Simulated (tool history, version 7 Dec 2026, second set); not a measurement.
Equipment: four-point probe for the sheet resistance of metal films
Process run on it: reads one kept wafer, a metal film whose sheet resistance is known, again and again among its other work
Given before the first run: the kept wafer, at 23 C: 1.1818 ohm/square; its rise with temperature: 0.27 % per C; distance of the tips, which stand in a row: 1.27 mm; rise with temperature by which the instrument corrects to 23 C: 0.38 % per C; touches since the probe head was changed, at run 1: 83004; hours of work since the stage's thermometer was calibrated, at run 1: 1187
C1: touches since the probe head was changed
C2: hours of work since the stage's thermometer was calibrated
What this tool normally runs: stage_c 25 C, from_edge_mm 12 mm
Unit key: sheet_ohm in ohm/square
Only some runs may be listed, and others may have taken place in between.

run 1 hour=0 | stage_c=25 from_edge_mm=12 | C1=83004 C2=1187 | sheet_ohm=1.197033
run 2 hour=58.7 | stage_c=25 from_edge_mm=12 | C1=85966 C2=1230 | sheet_ohm=1.197268
run 3 hour=117.7 | stage_c=25 from_edge_mm=12 | C1=88944 C2=1272 | sheet_ohm=1.197059
run 4 hour=155.3 | stage_c=27 from_edge_mm=12 | C1=90844 C2=1299 | sheet_ohm=1.194365
run 5 hour=202.1 | stage_c=25 from_edge_mm=12 | C1=93202 C2=1333 | sheet_ohm=1.196988
run 6 hour=255.2 | stage_c=25 from_edge_mm=12 | C1=95885 C2=1371 | sheet_ohm=1.197356
run 7 hour=306.7 | stage_c=21 from_edge_mm=12 | C1=98486 C2=1409 | sheet_ohm=1.20302
run 8 hour=379.9 | stage_c=21 from_edge_mm=12 | C1=102178 C2=1461 | sheet_ohm=1.203223
run 9 hour=453.9 | stage_c=25 from_edge_mm=8 | C1=105916 C2=1515 | sheet_ohm=1.206808
run 10 hour=499.6 | stage_c=21 from_edge_mm=57 | C1=108219 C2=1548 | sheet_ohm=1.196455
run 11 hour=542.7 | stage_c=21 from_edge_mm=57 | C1=110395 C2=1579 | sheet_ohm=1.196379
run 12 hour=596.8 | stage_c=21 from_edge_mm=57 | C1=113127 C2=1618 | sheet_ohm=1.196769
run 13 hour=663.2 | stage_c=31 from_edge_mm=54 | C1=116478 C2=1666 | sheet_ohm=1.183538
run 14 hour=724 | stage_c=32 from_edge_mm=4 | C1=119549 C2=1710 | sheet_ohm=1.242793
run 15 hour=781.4 | stage_c=19 from_edge_mm=59 | C1=122445 C2=1751 | sheet_ohm=1.19986
run 16 hour=830.2 | stage_c=34 from_edge_mm=8 | C1=124907 C2=1787 | sheet_ohm=1.195458
run 17 hour=888.6 | stage_c=18 from_edge_mm=44 | C1=127856 C2=1829 | sheet_ohm=1.201478
run 18 hour=931.3 | stage_c=27 from_edge_mm=30 | C1=130009 C2=1859 | sheet_ohm=1.190154

For each run, the measured value with the value that run would have given without the tool's hidden condition subtracted. The run-to-run variation is shared by both, the gauge scatter possibly not:
The tool's hidden condition here consists of: inner tips' distance over the nominal, %; tips' flats over new ones', %; wafer's true temperature over the reading, C; drift of the gauge itself on sheet_ohm, %.
run=1 sheet_ohm=+0.010713
run=2 sheet_ohm=+0.010817
run=3 sheet_ohm=+0.010924
run=4 sheet_ohm=+0.010973
run=5 sheet_ohm=+0.011094
run=6 sheet_ohm=+0.011179
run=7 sheet_ohm=+0.01132
run=8 sheet_ohm=+0.011462
run=9 sheet_ohm=+0.011643
run=10 sheet_ohm=+0.011626
run=11 sheet_ohm=+0.011706
run=12 sheet_ohm=+0.0118
run=13 sheet_ohm=+0.011849
run=14 sheet_ohm=+0.012512
run=15 sheet_ohm=+0.012181
run=16 sheet_ohm=+0.012278
run=17 sheet_ohm=+0.012379
run=18 sheet_ohm=+0.012389
